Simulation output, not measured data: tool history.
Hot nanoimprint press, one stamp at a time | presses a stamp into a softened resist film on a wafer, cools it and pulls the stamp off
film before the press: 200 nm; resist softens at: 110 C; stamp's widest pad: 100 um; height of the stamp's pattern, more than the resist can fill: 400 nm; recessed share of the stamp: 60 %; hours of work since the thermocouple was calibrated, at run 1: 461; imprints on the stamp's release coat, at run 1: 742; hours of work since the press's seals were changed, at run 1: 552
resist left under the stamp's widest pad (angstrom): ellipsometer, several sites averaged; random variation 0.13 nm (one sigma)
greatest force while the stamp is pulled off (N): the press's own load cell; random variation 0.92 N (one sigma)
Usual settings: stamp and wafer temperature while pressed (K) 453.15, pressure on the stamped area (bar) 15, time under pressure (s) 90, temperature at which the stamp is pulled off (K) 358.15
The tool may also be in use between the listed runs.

run   hour  stamp and wafer temperature while pressed (K)  pressure on the stamped area (bar)  time under pressure (s)  temperature at which the stamp is pulled off (K)  hours of work since the thermocouple was calibrated  imprints on the stamp's release coat  hours of work since the press's seals were changed  resist left under the stamp's widest pad (angstrom)  greatest force while the stamp is pulled off (N)
  1      0                                         453.15                                  15                       90                                            358.15                                                  461                                   742                                                 552                                                  699                                             203.1
  2   10.7                                         453.15                                  15                       90                                            358.15                                                  469                                   767                                                 560                                                  698                                             203.1
  3   20.5                                         453.15                                  15                       90                                            358.15                                                  476                                   790                                                 567                                                  697                                             203.7
      35.7  -- plate thermocouple calibrated
  4   38.1                                         453.15                                  15                      117                                            358.15                                                    2                                   824                                                 577                                                  664                                             214.5
  5   60.5                                         453.15                                  15                       90                                            358.15                                                   18                                   876                                                 594                                                  726                                             214.2
  6   75.3                                         453.15                                  15                       90                                            358.15                                                   29                                   911                                                 605                                                  726                                             216.7
        90  -- stamp cleaned and given a new release coat
  7   92.4                                         453.15                                  15                       90                                            358.15                                                   37                                     6                                                 613                                                  725                                             194.5
  8  103.6                                         453.15                                  15                       90                                            361.15                                                   45                                    32                                                 621                                                  726                                             177.6
  9  125.3                                         453.15                                  15                       90                                            358.15                                                   61                                    83                                                 637                                                  723                                             196.4
 10  135.5                                         453.15                                  15                       90                                            358.15                                                   68                                   107                                                 644                                                  724                                             196.7
 11  147.9                                         453.15                                  15                       90                                            358.15                                                   77                                   136                                                 653                                                  723                                             198.6
 12  159.5                                         453.15                                  15                       90                                            358.15                                                   86                                   163                                                 662                                                  720                                               198
 13    182                                         453.15                                  15                       90                                            358.15                                                  102                                   215                                                 678                                                  725                                             200.8
 14  191.8                                         453.15                                  15                       90                                            358.15                                                  109                                   239                                                 685                                                  720                                             199.3
 15  203.5                                         453.15                                  15                       90                                            366.15                                                  118                                   266                                                 694                                                  720                                             151.6

The next listed run, before its measurement:
 16  220.4                                         453.15                                  15                       90                                            358.15                                                  130                                   305                                                 706                                                    ?                                                 ?

{"run 16": {"resist left under the stamp's widest pad (angstrom)": 719, "greatest force while the stamp is pulled off (N)": 199.6}}
Without the tool's hidden state the same run would have given resist left under the stamp's widest pad (angstrom) 719, greatest force while the stamp is pulled off (N) 196.3.
